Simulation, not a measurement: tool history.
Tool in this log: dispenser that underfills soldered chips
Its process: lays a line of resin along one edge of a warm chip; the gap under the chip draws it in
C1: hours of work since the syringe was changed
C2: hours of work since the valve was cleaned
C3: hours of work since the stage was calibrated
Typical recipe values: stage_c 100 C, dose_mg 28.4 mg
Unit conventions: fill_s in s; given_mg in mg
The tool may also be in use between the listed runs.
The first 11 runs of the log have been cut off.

{"hour": 66.0, "done": "new syringe of resin"}
{"run": 12, "hour": 66.9, "stage_c": 100, "dose_mg": 34.6, "C1": 1, "C2": 69, "C3": 214, "fill_s": 102.3, "given_mg": 32.99}
{"run": 13, "hour": 73.1, "stage_c": 100, "dose_mg": 34.6, "C1": 5, "C2": 73, "C3": 218, "fill_s": 115.3, "given_mg": 33.02}
{"run": 14, "hour": 80.7, "stage_c": 100, "dose_mg": 28.4, "C1": 10, "C2": 79, "C3": 223, "fill_s": 139.7, "given_mg": 27.14}
{"hour": 81.6, "done": "new syringe of resin"}
{"run": 15, "hour": 87.2, "stage_c": 100, "dose_mg": 28.4, "C1": 4, "C2": 83, "C3": 228, "fill_s": 114.8, "given_mg": 26.98}
{"run": 16, "hour": 94.1, "stage_c": 100, "dose_mg": 27.5, "C1": 9, "C2": 88, "C3": 232, "fill_s": 134.5, "given_mg": 26.07}
{"hour": 97.4, "done": "new syringe of resin"}
{"run": 17, "hour": 99.6, "stage_c": 100, "dose_mg": 27.5, "C1": 2, "C2": 91, "C3": 236, "fill_s": 109.3, "given_mg": 26.02}
{"run": 18, "hour": 104.7, "stage_c": 100, "dose_mg": 27.5, "C1": 5, "C2": 95, "C3": 239, "fill_s": 123.5, "given_mg": 25.93}
{"run": 19, "hour": 111.9, "stage_c": 102, "dose_mg": 35.8, "C1": 10, "C2": 100, "C3": 244, "fill_s": 130.3, "given_mg": 33.67}
{"hour": 113.3, "done": "new syringe of resin"}
{"run": 20, "hour": 117.6, "stage_c": 90, "dose_mg": 35.8, "C1": 3, "C2": 103, "C3": 248, "fill_s": 148.1, "given_mg": 33.24}
{"run": 21, "hour": 122.6, "stage_c": 86, "dose_mg": 30.1, "C1": 6, "C2": 107, "C3": 251, "fill_s": 195.3, "given_mg": 28.04}
{"hour": 129.2, "done": "new syringe of resin"}
{"run": 22, "hour": 129.5, "stage_c": 102, "dose_mg": 33.7, "C1": 0, "C2": 111, "C3": 256, "fill_s": 95.3, "given_mg": 31.42}
{"run": 23, "hour": 132.9, "stage_c": 100, "dose_mg": 24.6, "C1": 3, "C2": 114, "C3": 258, "fill_s": 116.3, "given_mg": 23.06}
{"run": 24, "hour": 140.2, "stage_c": 107, "dose_mg": 28.4, "C1": 8, "C2": 119, "C3": 263, "fill_s": 106.3, "given_mg": 26.25}
{"hour": 145.0, "done": "new syringe of resin"}
{"run": 25, "hour": 145.2, "stage_c": 107, "dose_mg": 28.4, "C1": 0, "C2": 122, "C3": 267, "fill_s": 83.6, "given_mg": 26.15}
{"run": 26, "hour": 152.5, "stage_c": 100, "dose_mg": 28.2, "C1": 5, "C2": 127, "C3": 272, "fill_s": 120.4, "given_mg": 26.0}
{"run": 27, "hour": 157.8, "stage_c": 100, "dose_mg": 28.2, "C1": 9, "C2": 131, "C3": 275, "fill_s": 138.1, "given_mg": 25.7}
{"hour": 160.6, "done": "new syringe of resin"}
{"run": 28, "hour": 164.4, "stage_c": 100, "dose_mg": 28.2, "C1": 3, "C2": 135, "C3": 280, "fill_s": 109.1, "given_mg": 25.84}
{"run": 29, "hour": 169.7, "stage_c": 93, "dose_mg": 28.4, "C1": 6, "C2": 139, "C3": 283, "fill_s": 155.4, "given_mg": 25.69}
{"run": 30, "hour": 173.0, "stage_c": 93, "dose_mg": 28.4, "C1": 9, "C2": 141, "C3": 286, "fill_s": 167.6, "given_mg": 25.7}
{"hour": 176.3, "done": "new syringe of resin"}
{"run": 31, "hour": 176.9, "stage_c": 109, "dose_mg": 35.8, "C1": 0, "C2": 143, "C3": 288, "fill_s": 77.0, "given_mg": 32.64}
{"hour": 181.3, "done": "dispensing valve cleaned and set on the balance"}
{"run": 32, "hour": 182.7, "stage_c": 99, "dose_mg": 34.3, "C1": 4, "C2": 1, "C3": 291, "fill_s": 115.8, "given_mg": 34.2}
{"run": 33, "hour": 188.9, "stage_c": 107, "dose_mg": 28.9, "C1": 8, "C2": 5, "C3": 296, "fill_s": 104.8, "given_mg": 29.08}
{"hour": 193.1, "done": "new syringe of resin"}
{"run": 34, "hour": 195.3, "stage_c": 107, "dose_mg": 28.9, "C1": 2, "C2": 9, "C3": 300, "fill_s": 84.0, "given_mg": 28.84}
{"run": 35, "hour": 199.8, "stage_c": 107, "dose_mg": 28.9, "C1": 5, "C2": 13, "C3": 303, "fill_s": 95.3, "given_mg": 28.79}

Consider 5 possible next runs. They are alternatives, not a sequence: every one starts from the tool as it was left by run 35. What does each give?
{"run": "A", "hour": 204.0, "stage_c": 89, "dose_mg": 35.2, "C1": 8, "C2": 15, "C3": 306, "fill_s": "?", "given_mg": "?"}
{"run": "B", "hour": 204.0, "stage_c": 111, "dose_mg": 29.4, "C1": 8, "C2": 15, "C3": 306, "fill_s": "?", "given_mg": "?"}
{"run": "C", "hour": 204.0, "stage_c": 111, "dose_mg": 35.9, "C1": 8, "C2": 15, "C3": 306, "fill_s": "?", "given_mg": "?"}
{"run": "D", "hour": 204.0, "stage_c": 112, "dose_mg": 31.9, "C1": 8, "C2": 15, "C3": 306, "fill_s": "?", "given_mg": "?"}
{"run": "E", "hour": 204.0, "stage_c": 88, "dose_mg": 33.1, "C1": 8, "C2": 15, "C3": 306, "fill_s": "?", "given_mg": "?"}

run=A fill_s=174.2 given_mg=35.27
run=B fill_s=90.8 given_mg=29.42
run=C fill_s=91.9 given_mg=35.91
run=D fill_s=89.8 given_mg=31.64
run=E fill_s=183.3 given_mg=32.69
With the hidden condition removed and each run's random variation left untouched, the same runs would have given:
run=A fill_s=148.8 given_mg=35.51
run=B fill_s=76.7 given_mg=29.62
run=C fill_s=77.8 given_mg=36.16
run=D fill_s=76.0 given_mg=31.86
run=E fill_s=156.7 given_mg=32.91
